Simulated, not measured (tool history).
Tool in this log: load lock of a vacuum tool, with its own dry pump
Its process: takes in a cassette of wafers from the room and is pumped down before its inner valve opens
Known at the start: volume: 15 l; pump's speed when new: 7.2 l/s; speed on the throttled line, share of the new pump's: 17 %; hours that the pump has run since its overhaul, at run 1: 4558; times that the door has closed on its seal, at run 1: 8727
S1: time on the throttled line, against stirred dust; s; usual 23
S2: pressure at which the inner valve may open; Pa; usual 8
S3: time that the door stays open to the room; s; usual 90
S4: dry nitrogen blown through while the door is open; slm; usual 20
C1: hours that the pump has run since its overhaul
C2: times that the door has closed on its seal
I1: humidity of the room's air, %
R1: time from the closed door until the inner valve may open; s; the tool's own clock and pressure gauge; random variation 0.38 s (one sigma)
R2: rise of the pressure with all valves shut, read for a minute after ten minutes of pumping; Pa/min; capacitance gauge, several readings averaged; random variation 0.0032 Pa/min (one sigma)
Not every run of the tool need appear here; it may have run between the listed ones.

run	hour	S1	S2	S3	S4	C1	C2	I1	R1	R2
1	0.0	23	8	90	20	4558	8727	45.8	38.3	0.112
2	311.5	23	15	90	20	4869	9045	44.2	37.4	0.105
3	545.9	20	8	90	20	5103	9284	44.8	36.7	0.110
4	706.7	23	8	90	20	5264	9448	43.6	38.8	0.107
5	975.7	23	8	90	20	5533	9722	43.2	39.0	0.110
6	1126.5	23	8	90	20	5684	9876	43.5	38.4	0.106
7	1331.1	23	8	90	20	5889	10085	43.7	38.9	0.101
8	1585.1	23	8	90	20	6143	10344	41.5	38.8	0.107
9	1838.7	23	8	90	20	6396	10603	43.4	38.7	0.108
10	2160.6	23	8	90	20	6718	10931	46.8	39.5	0.110
11	2448.1	23	8	47	20	7006	11224	47.0	39.4	0.076
12	2632.1	23	8	47	20	7190	11412	46.7	38.7	0.073
13	2956.2	23	8	47	20	7514	11742	43.4	38.5	0.066
14	3283.1	23	8	47	20	7841	12076	41.3	38.8	0.065
15	3444.9	23	8	47	20	8002	12241	44.7	39.4	0.075
16	3653.0	23	8	90	20	8211	12453	46.6	38.6	0.114
17	3901.6	23	8	90	20	8459	12706	44.2	39.9	0.108
18	4187.0	23	8	90	20	8744	12997	42.9	38.5	0.108
19	4530.6	23	16	25	34	9088	13348	47.7	37.6	0.037
20	4786.9	23	8	128	15	9344	13609	47.2	38.9	0.159
21	5085.9	23	7	43	20	9643	13914	47.5	40.0	0.072
22	5308.5	23	7	43	20	9866	14141	48.2	39.1	0.069
23	5606.0	13	8	86	24	10164	14445	45.1	31.5	0.101
24	5790.2	13	8	86	24	10348	14633	48.6	30.4	0.108
25	6012.2	14	8	39	24	10570	14859	46.0	31.2	0.059
26	6177.0	14	8	39	24	10735	15027	44.9	32.2	0.060
27	6458.4	13	8	90	20	11016	15314	48.7	30.2	0.117
28	6677.5	23	8	183	20	11235	15537	44.0	38.7	0.182
29	6943.1	14	6	96	9	11501	15808	45.6	31.8	0.139
30	7184.4	23	7	90	20	11742	16054	48.7	39.3	0.116
31	7451.9	23	7	90	20	12009	16327	46.1	39.8	0.111
# hour 7632.4: dry pump taken out, an overhauled one fitted
32	7661.6	34	7	41	7	29	16535	44.4	49.1	0.076
33	7856.2	34	7	41	7	224	16733	47.3	48.5	0.083
34	8193.3	34	7	41	7	561	17077	45.3	47.9	0.079
35	8531.5	14	8	90	22	899	17422	46.0	31.3	0.105
36	8823.0	12	15	45	38	1191	17719	43.8	28.2	0.052

Branching from run 36: 3 alternative next runs. What would each branch give?
A	8975.6	12	13	33	35	1343	17875	46.7	?	?
B	8975.6	12	15	45	21	1343	17875	45.7	?	?
C	8975.6	23	10	90	20	1343	17875	47.4	?	?

run	R1	R2
A	28.8	0.047
B	28.8	0.064
C	37.9	0.116
What these runs would have given with no unlogged condition in the tool:
run	R1	R2
A	28.8	0.046
B	28.8	0.062
C	37.9	0.114
